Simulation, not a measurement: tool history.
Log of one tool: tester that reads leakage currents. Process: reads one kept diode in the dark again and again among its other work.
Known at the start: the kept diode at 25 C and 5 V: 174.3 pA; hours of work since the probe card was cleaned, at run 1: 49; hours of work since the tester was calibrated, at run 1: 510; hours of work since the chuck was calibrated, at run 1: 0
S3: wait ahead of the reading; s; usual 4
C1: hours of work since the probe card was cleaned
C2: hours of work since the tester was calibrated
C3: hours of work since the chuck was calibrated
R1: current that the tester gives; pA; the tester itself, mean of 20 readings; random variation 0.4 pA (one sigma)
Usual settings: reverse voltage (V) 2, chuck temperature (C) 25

run 1 day=0 | reverse_voltage_(V)=2 chuck_temperature_(C)=25 S3=4 | C1=49 C2=510 C3=0 | R1=130.7
run 2 day=1.488 | reverse_voltage_(V)=2 chuck_temperature_(C)=25 S3=4 | C1=63 C2=525 C3=15 | R1=131.63
run 3 day=2.808 | reverse_voltage_(V)=6.91 chuck_temperature_(C)=25 S3=4 | C1=76 C2=538 C3=27 | R1=193.05
run 4 day=4.258 | reverse_voltage_(V)=2 chuck_temperature_(C)=25 S3=4 | C1=90 C2=552 C3=42 | R1=131.56
run 5 day=5.104 | reverse_voltage_(V)=2 chuck_temperature_(C)=25 S3=4 | C1=99 C2=560 C3=50 | R1=131.08
run 6 day=6.067 | reverse_voltage_(V)=2 chuck_temperature_(C)=25 S3=4 | C1=108 C2=569 C3=59 | R1=131.49
run 7 day=7.512 | reverse_voltage_(V)=2 chuck_temperature_(C)=25 S3=4 | C1=122 C2=584 C3=73 | R1=131.48
run 8 day=8.558 | reverse_voltage_(V)=2 chuck_temperature_(C)=25 S3=4 | C1=132 C2=594 C3=84 | R1=132.26
run 9 day=10.071 | reverse_voltage_(V)=2 chuck_temperature_(C)=25 S3=4 | C1=147 C2=609 C3=98 | R1=132.15
run 10 day=11.683 | reverse_voltage_(V)=2 chuck_temperature_(C)=25 S3=4 | C1=163 C2=624 C3=114 | R1=132
run 11 day=12.746 | reverse_voltage_(V)=1.4 chuck_temperature_(C)=25 S3=4 | C1=173 C2=635 C3=125 | R1=118.23
run 12 day=14.433 | reverse_voltage_(V)=2 chuck_temperature_(C)=24 S3=4 | C1=190 C2=651 C3=141 | R1=119.87
run 13 day=16.021 | reverse_voltage_(V)=2 chuck_temperature_(C)=24 S3=4 | C1=205 C2=667 C3=157 | R1=119.64
run 14 day=17.062 | reverse_voltage_(V)=2 chuck_temperature_(C)=24 S3=4 | C1=215 C2=677 C3=167 | R1=119.58
run 15 day=18.733 | reverse_voltage_(V)=2 chuck_temperature_(C)=24 S3=4 | C1=232 C2=693 C3=183 | R1=119.99
run 16 day=19.917 | reverse_voltage_(V)=2 chuck_temperature_(C)=24 S3=4 | C1=243 C2=705 C3=195 | R1=119.89
run 17 day=21.262 | reverse_voltage_(V)=2 chuck_temperature_(C)=25 S3=2.59 | C1=257 C2=718 C3=208 | R1=132.35
run 18 day=22.425 | reverse_voltage_(V)=3.86 chuck_temperature_(C)=25 S3=4 | C1=268 C2=729 C3=219 | R1=160.28
run 19 day=23.796 | reverse_voltage_(V)=3.86 chuck_temperature_(C)=25 S3=4 | C1=281 C2=743 C3=232 | R1=161.51
run 20 day=24.546 | reverse_voltage_(V)=3.86 chuck_temperature_(C)=25 S3=2.47 | C1=289 C2=750 C3=240 | R1=160.44
run 21 day=25.671 | reverse_voltage_(V)=5.26 chuck_temperature_(C)=46 S3=7.14 | C1=300 C2=761 C3=251 | R1=1120.9
run 22 day=26.496 | reverse_voltage_(V)=5.26 chuck_temperature_(C)=46 S3=7.14 | C1=308 C2=769 C3=259 | R1=1113.89
run 23 day=27.675 | reverse_voltage_(V)=19.6 chuck_temperature_(C)=25 S3=4 | C1=319 C2=781 C3=270 | R1=265.34
run 24 day=29.362 | reverse_voltage_(V)=19.6 chuck_temperature_(C)=25 S3=4 | C1=336 C2=797 C3=287 | R1=266.28
run 25 day=30.775 | reverse_voltage_(V)=19.6 chuck_temperature_(C)=25 S3=4 | C1=349 C2=811 C3=301 | R1=264.45
run 26 day=32.429 | reverse_voltage_(V)=2.5 chuck_temperature_(C)=32 S3=0.83 | C1=366 C2=827 C3=317 | R1=268.4
run 27 day=33.758 | reverse_voltage_(V)=4.07 chuck_temperature_(C)=32 S3=5.31 | C1=379 C2=840 C3=330 | R1=313.19
run 28 day=34.633 | reverse_voltage_(V)=4.21 chuck_temperature_(C)=32 S3=2.45 | C1=387 C2=848 C3=338 | R1=314.12
run 29 day=36.15 | reverse_voltage_(V)=16.77 chuck_temperature_(C)=53 S3=4 | C1=402 C2=863 C3=353 | R1=2793.08
run 30 day=37.771 | reverse_voltage_(V)=5.44 chuck_temperature_(C)=52 S3=9.43 | C1=418 C2=879 C3=369 | R1=1827.56

The next listed run, before its measurement:
run 31 day=39.058 | reverse_voltage_(V)=2 chuck_temperature_(C)=25 S3=0.41 | C1=430 C2=892 C3=382 | R1=?

R1: 131.49 pA
Without the tool's hidden state the same run would have given R1 131.63 pA.
